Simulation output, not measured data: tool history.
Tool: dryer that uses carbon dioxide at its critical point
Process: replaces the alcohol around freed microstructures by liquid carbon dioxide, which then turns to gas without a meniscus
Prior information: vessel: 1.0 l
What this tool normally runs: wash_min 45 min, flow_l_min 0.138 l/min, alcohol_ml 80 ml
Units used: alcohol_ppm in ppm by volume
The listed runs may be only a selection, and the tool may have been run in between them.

run 1 hour=0 | wash_min=45 flow_l_min=0.138 alcohol_ml=80 | alcohol_ppm=532
run 2 hour=12.8 | wash_min=45 flow_l_min=0.138 alcohol_ml=80 | alcohol_ppm=561
run 3 hour=29.7 | wash_min=45 flow_l_min=0.14 alcohol_ml=80 | alcohol_ppm=554
run 4 hour=45 | wash_min=45 flow_l_min=0.14 alcohol_ml=80 | alcohol_ppm=524
run 5 hour=54.9 | wash_min=45 flow_l_min=0.14 alcohol_ml=80 | alcohol_ppm=517
run 6 hour=67 | wash_min=45 flow_l_min=0.14 alcohol_ml=80 | alcohol_ppm=519
run 7 hour=76.8 | wash_min=45 flow_l_min=0.14 alcohol_ml=80 | alcohol_ppm=541
run 8 hour=90.5 | wash_min=45 flow_l_min=0.14 alcohol_ml=80 | alcohol_ppm=525
run 9 hour=101.3 | wash_min=45 flow_l_min=0.14 alcohol_ml=80 | alcohol_ppm=539
run 10 hour=117.1 | wash_min=45 flow_l_min=0.138 alcohol_ml=23 | alcohol_ppm=178
run 11 hour=126 | wash_min=45 flow_l_min=0.138 alcohol_ml=23 | alcohol_ppm=183
run 12 hour=141.3 | wash_min=45 flow_l_min=0.138 alcohol_ml=23 | alcohol_ppm=178
run 13 hour=149.3 | wash_min=45 flow_l_min=0.138 alcohol_ml=23 | alcohol_ppm=183
run 14 hour=166.7 | wash_min=45 flow_l_min=0.138 alcohol_ml=23 | alcohol_ppm=177
run 15 hour=181.8 | wash_min=45 flow_l_min=0.138 alcohol_ml=29 | alcohol_ppm=241
run 16 hour=189.9 | wash_min=45 flow_l_min=0.138 alcohol_ml=80 | alcohol_ppm=608
run 17 hour=203.6 | wash_min=45 flow_l_min=0.138 alcohol_ml=28 | alcohol_ppm=234
run 18 hour=218.9 | wash_min=45 flow_l_min=0.138 alcohol_ml=28 | alcohol_ppm=230
run 19 hour=226.4 | wash_min=31 flow_l_min=0.138 alcohol_ml=80 | alcohol_ppm=2706
run 20 hour=236.4 | wash_min=31 flow_l_min=0.138 alcohol_ml=80 | alcohol_ppm=2642
run 21 hour=251 | wash_min=31 flow_l_min=0.138 alcohol_ml=33 | alcohol_ppm=1151
run 22 hour=259.1 | wash_min=45 flow_l_min=0.138 alcohol_ml=69 | alcohol_ppm=520
run 23 hour=272.6 | wash_min=45 flow_l_min=0.138 alcohol_ml=80 | alcohol_ppm=614
run 24 hour=288.1 | wash_min=45 flow_l_min=0.138 alcohol_ml=80 | alcohol_ppm=609
run 25 hour=303.9 | wash_min=35 flow_l_min=0.2 alcohol_ml=68 | alcohol_ppm=306
run 26 hour=312.2 | wash_min=45 flow_l_min=0.138 alcohol_ml=25 | alcohol_ppm=221
-- hour=322.5 inlet filter changed
run 27 hour=329.9 | wash_min=45 flow_l_min=0.138 alcohol_ml=25 | alcohol_ppm=172
run 28 hour=339.5 | wash_min=45 flow_l_min=0.138 alcohol_ml=25 | alcohol_ppm=169
run 29 hour=351 | wash_min=42 flow_l_min=0.11 alcohol_ml=29 | alcohol_ppm=624
run 30 hour=367.7 | wash_min=45 flow_l_min=0.1 alcohol_ml=42 | alcohol_ppm=979
run 31 hour=376.8 | wash_min=45 flow_l_min=0.1 alcohol_ml=42 | alcohol_ppm=956
run 32 hour=387.5 | wash_min=72 flow_l_min=0.138 alcohol_ml=23 | alcohol_ppm=49
run 33 hour=405 | wash_min=31 flow_l_min=0.108 alcohol_ml=23 | alcohol_ppm=1404

Estimate the outcome of run 34 from the log above:
run 34 hour=421.3 | wash_min=71 flow_l_min=0.117 alcohol_ml=45 | alcohol_ppm=?

{"run 34": {"alcohol_ppm": 88}}
With the hidden condition absent and the run-to-run variation left alone, this run would have shown alcohol_ppm 46 ppm by volume.
